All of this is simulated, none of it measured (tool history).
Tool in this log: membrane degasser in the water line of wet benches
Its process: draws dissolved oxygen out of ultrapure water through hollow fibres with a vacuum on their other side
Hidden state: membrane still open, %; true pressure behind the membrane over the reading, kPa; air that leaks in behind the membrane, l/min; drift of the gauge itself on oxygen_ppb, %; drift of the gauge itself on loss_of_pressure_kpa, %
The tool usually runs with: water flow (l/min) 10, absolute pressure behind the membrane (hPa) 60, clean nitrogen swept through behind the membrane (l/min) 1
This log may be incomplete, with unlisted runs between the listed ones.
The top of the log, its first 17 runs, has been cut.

run    hour  water flow (l/min)  absolute pressure behind the membrane (hPa)  clean nitrogen swept through behind the membrane (l/min)  hours since the membrane was changed  hours since the vacuum gauge was calibrated  hours since the vacuum lines were made tight  dissolved oxygen in the water behind the degasser (ppb)  pressure that the water loses in the fibres (hPa)
 18    3911                  10                                         74.9                                                      2.53                                  5645                                         3909                                          1365                                                     46.2                                              500.8
 19    4160                  10                                         74.9                                                      2.53                                  5894                                         4158                                          1615                                                     45.5                                                502
 20  4476.8                  10                                         74.9                                                      2.53                                  6210                                         4475                                          1931                                                     46.4                                              505.4
 21  4671.3                  10                                         74.9                                                      2.53                                  6405                                         4669                                          2126                                                     46.4                                              506.9
 22  4928.4                  10                                         74.9                                                      2.53                                  6662                                         4926                                          2383                                                     47.1                                              505.4
 23  5123.1                  10                                         74.9                                                      2.53                                  6857                                         5121                                          2578                                                     47.1                                              507.6
 24  5285.8                  14                                         95.7                                                         1                                  7020                                         5284                                          2740                                                    224.4                                              710.4
 25  5537.2                  14                                         95.7                                                         1                                  7271                                         5535                                          2992                                                    223.8                                              711.6
 26  5767.4                   8                                           43                                                      2.09                                  7501                                         5765                                          3222                                                     12.9                                              406.3
 27  5902.6                   8                                           43                                                      2.09                                  7636                                         5901                                          3357                                                     12.9                                              407.7
 28  6147.6                  13                                         52.8                                                         1                                  7881                                         6146                                          3602                                                       80                                              667.5
 29  6376.4                  13                                         52.8                                                         1                                  8110                                         6374                                          3831                                                     79.8                                              664.4
     6415.7  -- vacuum gauge calibrated
 30  6613.8                   7                                         36.2                                                      1.59                                  8347                                          198                                          4068                                                      5.9                                              358.1
 31    6883                   7                                         36.2                                                      1.59                                  8616                                          467                                          4337                                                        6                                              358.9

Each row is a separate what-if for the run after 31, all from the same tool condition, not one after another. Results?
  A  7020.4                  15                                         46.5                                                      2.77                                  8754                                          605                                          4474                                                        ?                                                  ?
  B  7020.4                   7                                        143.3                                                      1.59                                  8754                                          605                                          4474                                                        ?                                                  ?
  C  7020.4                  13                                         36.2                                                      1.54                                  8754                                          605                                          4474                                                        ?                                                  ?

run  dissolved oxygen in the water behind the degasser (ppb)  pressure that the water loses in the fibres (hPa)
  A                                                     44.6                                              773.1
  B                                                    126.5                                              358.3
  C                                                     23.6                                              670.5
With the hidden condition removed and each run's random variation left untouched, the same runs would have given:
run  dissolved oxygen in the water behind the degasser (ppb)  pressure that the water loses in the fibres (hPa)
  A                                                     34.4                                                718
  B                                                      119                                              332.6
  C                                                     16.5                                              622.8
